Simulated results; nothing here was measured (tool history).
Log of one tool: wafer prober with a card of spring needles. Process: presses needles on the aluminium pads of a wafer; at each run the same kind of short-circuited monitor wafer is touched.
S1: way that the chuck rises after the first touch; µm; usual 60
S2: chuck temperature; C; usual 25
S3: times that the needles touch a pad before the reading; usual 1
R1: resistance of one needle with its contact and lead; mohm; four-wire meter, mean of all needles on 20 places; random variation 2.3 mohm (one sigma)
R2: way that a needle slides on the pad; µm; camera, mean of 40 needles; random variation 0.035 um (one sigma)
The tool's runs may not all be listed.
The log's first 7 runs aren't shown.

run     day  S1   S2  S3   R1     R2
      6.242  -- tips cleaned on abrasive film
      6.929  -- tips cleaned on abrasive film
  8   6.946  60   25   2  270  11.24
      7.612  -- tips cleaned on abrasive film
      8.275  -- tips cleaned on abrasive film
  9   8.283  60   25   2  268  11.25
      8.879  -- tips cleaned on abrasive film
      9.512  -- tips cleaned on abrasive film
 10   9.625  60   25   2  301  11.21
     10.075  -- tips cleaned on abrasive film
     10.654  -- tips cleaned on abrasive film
 11  11.129  60   25   2  381  11.11
     11.271  -- tips cleaned on abrasive film
      11.85  -- tips cleaned on abrasive film
 12  12.271  60   25   2  389  11.15
       12.5  -- tips cleaned on abrasive film
 13  13.008  60   25   2  390  11.12
     13.117  -- tips cleaned on abrasive film
     13.729  -- tips cleaned on abrasive film
 14  14.196  60   25   1  474  11.08
     14.333  -- tips cleaned on abrasive film
     14.725  -- height of the first contact set anew
     14.917  -- tips cleaned on abrasive film
 15  14.917  60   31   1  268  11.34
     15.538  -- tips cleaned on abrasive film
     16.171  -- tips cleaned on abrasive film
 16   16.35  60   25   1  368  11.31
     16.858  -- tips cleaned on abrasive film
 17  17.054  60   25   1  375  11.29
     17.429  -- tips cleaned on abrasive film
 18  17.821  78   25   2  321  14.66
     18.004  -- tips cleaned on abrasive film
     18.654  -- tips cleaned on abrasive film
 19  19.104  60   25   1  480  11.25
     19.262  -- tips cleaned on abrasive film
 20  19.754  67   26   2  357   12.5
     19.854  -- tips cleaned on abrasive film
     20.529  -- tips cleaned on abrasive film
     21.108  -- tips cleaned on abrasive film
 21  21.108  67   26   2  263  12.52
     21.712  -- tips cleaned on abrasive film
     22.283  -- tips cleaned on abrasive film
 22  22.283  57   77   2  290  10.59
     22.892  -- tips cleaned on abrasive film
     23.533  -- tips cleaned on abrasive film
 23  23.558  57   79   3  292  10.53
     24.129  -- tips cleaned on abrasive film
 24  24.404  60   25   2  346  11.16
     24.738  -- tips cleaned on abrasive film
     25.338  -- tips cleaned on abrasive film
 25  25.338  74   25   2  259  13.79
     25.888  -- height of the first contact set anew
     25.992  -- tips cleaned on abrasive film
     26.571  -- tips cleaned on abrasive film
 26  26.767  74   52   2  308     14
     27.188  -- tips cleaned on abrasive film
     27.779  -- tips cleaned on abrasive film
 27  27.825  74   52   2  279  14.02
     28.371  -- tips cleaned on abrasive film
 28  28.754  42   41   1  681   7.88
     28.958  -- tips cleaned on abrasive film
     29.525  -- tips cleaned on abrasive film
 29  29.525  62  113   2  296  11.65
     30.138  -- tips cleaned on abrasive film
 30  30.633  62  113   2  399   11.6
     30.829  -- tips cleaned on abrasive film
     31.408  -- tips cleaned on abrasive film
 31  31.942  46   25   1  687    8.5
     32.058  -- tips cleaned on abrasive film
     32.629  -- tips cleaned on abrasive film
 32  33.075  46   25   1  645   8.51

3 ways to go on from here, each from the tool as it stands after run 32. What would each give?
     33.321  -- tips cleaned on abrasive film
  A  33.746  46  107   3   ?   ?
     33.321  -- tips cleaned on abrasive film
  B  33.746  70   25   1   ?   ?
     33.321  -- tips cleaned on abrasive film
  C  33.746  60   87   1   ?   ?

run   R1     R2
  A  411   8.53
  B  400  13.06
  C  469  11.16
Without the tool's hidden state the same runs would have given:
run   R1     R2
  A  291   8.74
  B  243  13.27
  C  273  11.37
